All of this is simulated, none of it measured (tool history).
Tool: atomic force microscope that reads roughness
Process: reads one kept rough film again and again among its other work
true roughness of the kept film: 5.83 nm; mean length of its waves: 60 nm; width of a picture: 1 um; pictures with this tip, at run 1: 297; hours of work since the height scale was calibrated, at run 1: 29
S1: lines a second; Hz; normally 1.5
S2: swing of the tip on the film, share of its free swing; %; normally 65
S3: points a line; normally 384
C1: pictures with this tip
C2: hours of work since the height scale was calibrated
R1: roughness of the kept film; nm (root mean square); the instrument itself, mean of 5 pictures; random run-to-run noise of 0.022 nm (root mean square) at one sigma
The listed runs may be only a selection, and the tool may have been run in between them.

Run 1, hour 0: usual settings; C1 297; C2 29. Result: R1 5.018 nm (root mean square).
At hour 5.7: new tip fitted.
Run 2, hour 32.9: usual settings but S3 349; C1 23; C2 46. Result: R1 5.43 nm (root mean square).
Run 3, hour 67.7: usual settings but S2 58 %; C1 53; C2 65. Result: R1 5.428 nm (root mean square).
Run 4, hour 95.7: usual settings but S2 58 %; C1 77; C2 80. Result: R1 5.355 nm (root mean square).
Run 5, hour 146: usual settings; C1 119; C2 108. Result: R1 5.312 nm (root mean square).
Run 6, hour 178.5: usual settings; C1 147; C2 125. Result: R1 5.209 nm (root mean square).
Run 7, hour 230.8: usual settings; C1 192; C2 154. Result: R1 5.171 nm (root mean square).
Run 8, hour 272.3: usual settings but S3 494; C1 227; C2 176. Result: R1 5.089 nm (root mean square).
Run 9, hour 300.2: usual settings but S3 494; C1 251; C2 192. Result: R1 5.122 nm (root mean square).
Run 10, hour 346.6: usual settings but S3 556; C1 290; C2 217. Result: R1 5.041 nm (root mean square).
At hour 361.4: new tip fitted.
Run 11, hour 384.8: usual settings but S1 3.19 Hz; C1 19; C2 237. Result: R1 5.315 nm (root mean square).
Run 12, hour 428.3: usual settings; C1 57; C2 261. Result: R1 5.453 nm (root mean square).
Run 13, hour 454.5: usual settings; C1 79; C2 275. Result: R1 5.382 nm (root mean square).
At hour 460.1: height scale calibrated on a step standard.
Run 14, hour 501.3: usual settings; C1 118; C2 22. Result: R1 5.31 nm (root mean square).
Run 15, hour 534.9: usual settings but S3 401; C1 146; C2 41. Result: R1 5.265 nm (root mean square).
Run 16, hour 557.6: usual settings but S3 401; C1 166; C2 53. Result: R1 5.271 nm (root mean square).
Run 17, hour 607.9: usual settings but S1 0.61 Hz, S2 75 %, S3 321; C1 209; C2 80. Result: R1 5.191 nm (root mean square).
At hour 624.6: height scale calibrated on a step standard, once more.
Run 18, hour 635.4: usual settings but S1 0.61 Hz, S2 75 %, S3 321; C1 231; C2 6. Result: R1 5.14 nm (root mean square).
Run 19, hour 690: usual settings but S1 0.73 Hz, S2 71 %, S3 321; C1 278; C2 36. Result: R1 5.072 nm (root mean square).
At hour 717.9: new tip fitted.
Run 20, hour 737.1: usual settings but S1 0.5 Hz, S2 73 %, S3 353; C1 17; C2 61. Result: R1 5.537 nm (root mean square).
Run 21, hour 762.8: usual settings but S1 0.62 Hz, S2 73 %, S3 353; C1 38; C2 75. Result: R1 5.457 nm (root mean square).
Run 22, hour 796: usual settings but S1 3.76 Hz, S2 89 %, S3 298; C1 67; C2 93. Result: R1 4.448 nm (root mean square).
Run 23, hour 834.1: usual settings but S1 3.76 Hz, S2 89 %, S3 499; C1 99; C2 114. Result: R1 4.385 nm (root mean square).
Run 24, hour 860.1: usual settings but S1 1.05 Hz, S2 69 %, S3 714; C1 121; C2 128. Result: R1 5.303 nm (root mean square).
Run 25, hour 896.5: usual settings but S2 82 %, S3 962; C1 152; C2 148. Result: R1 5.053 nm (root mean square).
Run 26, hour 951: usual settings but S1 0.88 Hz, S3 517; C1 199; C2 177. Result: R1 5.257 nm (root mean square).
Run 27, hour 984.2: usual settings but S1 0.88 Hz, S3 517; C1 227; C2 195. Result: R1 5.176 nm (root mean square).

5 ways to go on from here, each from the tool as it stands after run 27. What would each give?
Run A, hour 1009.5: usual settings but S1 0.8 Hz, S2 71 %; C1 249; C2 209. Result: R1 ?.
Run B, hour 1009.5: usual settings but S1 0.84 Hz, S2 89 %, S3 386; C1 249; C2 209. Result: R1 ?.
Run C, hour 1009.5: usual settings but S1 3.18 Hz, S2 58 %, S3 517; C1 249; C2 209. Result: R1 ?.
Run D, hour 1009.5: usual settings but S1 1.51 Hz, S2 76 %, S3 517; C1 249; C2 209. Result: R1 ?.
Run E, hour 1009.5: usual settings but S1 2.1 Hz, S3 337; C1 249; C2 209. Result: R1 ?.

run     R1
  A  5.137
  B  4.953
  C   5.05
  D  5.047
  E  5.069
With the hidden condition removed and each run's random variation left untouched, the same runs would have given:
run     R1
  A  5.519
  B  5.322
  C  5.426
  D  5.422
  E  5.447
